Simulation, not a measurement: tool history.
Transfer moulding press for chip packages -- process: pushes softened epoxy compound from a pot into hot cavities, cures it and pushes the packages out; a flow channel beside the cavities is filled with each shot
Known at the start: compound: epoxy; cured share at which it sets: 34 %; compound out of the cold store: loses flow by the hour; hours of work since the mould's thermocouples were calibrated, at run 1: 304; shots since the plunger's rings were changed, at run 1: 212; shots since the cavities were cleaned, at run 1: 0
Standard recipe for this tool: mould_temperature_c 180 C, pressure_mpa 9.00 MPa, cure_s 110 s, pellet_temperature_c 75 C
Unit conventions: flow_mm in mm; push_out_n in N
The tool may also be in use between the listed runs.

run,hour,mould_temperature_c,pressure_mpa,cure_s,pellet_temperature_c,hours of work since the mould's thermocouples were calibrated,shots since the plunger's rings were changed,shots since the cavities were cleaned,incoming compound's hours out of the cold store,flow_mm,push_out_n
1,0.0,180,9.00,110,75,304,212,0,15.8,773,464
2,11.7,180,9.00,110,75,310,317,105,31.9,729,433
3,22.0,175,9.00,110,75,315,410,198,42.4,720,583
4,37.5,180,9.00,110,75,323,550,338,33.6,730,434
5,47.4,180,9.00,110,75,328,639,427,9.8,801,458
6,59.3,180,9.00,136,75,334,747,535,11.8,806,354
7,67.9,180,9.00,136,75,338,824,612,20.1,764,365
8,79.8,180,8.71,110,75,344,932,720,8.8,803,468
9,88.7,180,9.00,110,75,348,1012,800,26.1,750,424
10,103.4,180,9.00,110,75,356,1144,932,35.0,724,417
# hour 111.6: cavities cleaned with cleaning compound and waxed
11,117.4,180,9.00,110,75,362,1257,52,28.6,736,444
12,125.8,180,9.00,110,75,366,1332,127,46.9,690,410
13,136.4,180,9.00,110,75,371,1428,223,43.1,702,423
14,146.3,180,9.00,110,75,376,1517,312,8.7,803,460
# hour 149.5: mould's thermocouples calibrated
15,162.9,180,9.00,110,75,7,1649,444,15.8,784,452
16,175.3,175,9.99,128,71,13,1760,555,11.9,864,463

Run 17, settings as shown, results not yet in. Your forecast:
17,188.5,180,9.00,110,67,19,1880,675,24.5,?,?

{"run 17": {"flow_mm": 758, "push_out_n": 450}}
If the tool had no hidden condition, the same run with the same run-to-run variation would have returned flow_mm 758 mm, push_out_n 444 N.
